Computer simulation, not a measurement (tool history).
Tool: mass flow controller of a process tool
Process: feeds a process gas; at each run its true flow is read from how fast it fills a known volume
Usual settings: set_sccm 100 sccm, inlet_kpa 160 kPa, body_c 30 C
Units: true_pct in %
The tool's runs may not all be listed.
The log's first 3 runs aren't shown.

run	hour	set_sccm	inlet_kpa	body_c	hours of work since the controller was set to zero	hours of work since the controller was changed	true_pct
4	476.3	28	160	30	5114	5114	99.97
5	734.3	28	160	30	5257	5257	100.10
6	890.3	100	202	30	5344	5344	97.99
7	1006.8	100	202	30	5409	5409	98.04
8	1266.0	100	202	30	5553	5553	98.11
9	1532.9	100	260	30	5701	5701	97.96
10	1705.0	123	160	30	5797	5797	98.13
11	1889.8	100	160	30	5900	5900	98.03
12	2019.1	100	160	30	5971	5971	98.03
13	2208.5	100	160	23	6077	6077	98.64
14	2438.4	100	160	30	6205	6205	98.13
15	2565.3	100	160	30	6275	6275	97.96
16	2823.5	100	160	30	6419	6419	98.08
17	2999.2	100	160	30	6516	6516	98.12
18	3126.2	100	160	30	6587	6587	98.07
19	3302.6	168	157	24	6685	6685	98.56
20	3575.6	168	157	24	6837	6837	98.47
21	3707.1	24	157	26	6910	6910	101.73
22	3853.3	52	160	23	6991	6991	99.28
23	4121.9	52	197	21	7141	7141	99.49
24	4237.2	86	160	20	7205	7205	98.83
25	4431.6	45	152	22	7313	7313	99.68
26	4701.6	191	160	30	7463	7463	98.20
27	4960.6	182	177	27	7607	7607	98.04
28	5141.2	182	177	27	7707	7707	98.18

Forecast run 29:
# hour 5358.3: controller's zero set anew
29	5387.5	40	177	38	16	7844	?

Run 29 gave true_pct 95.23 %.
Without the tool's hidden state the same run would have given true_pct 97.54 %.
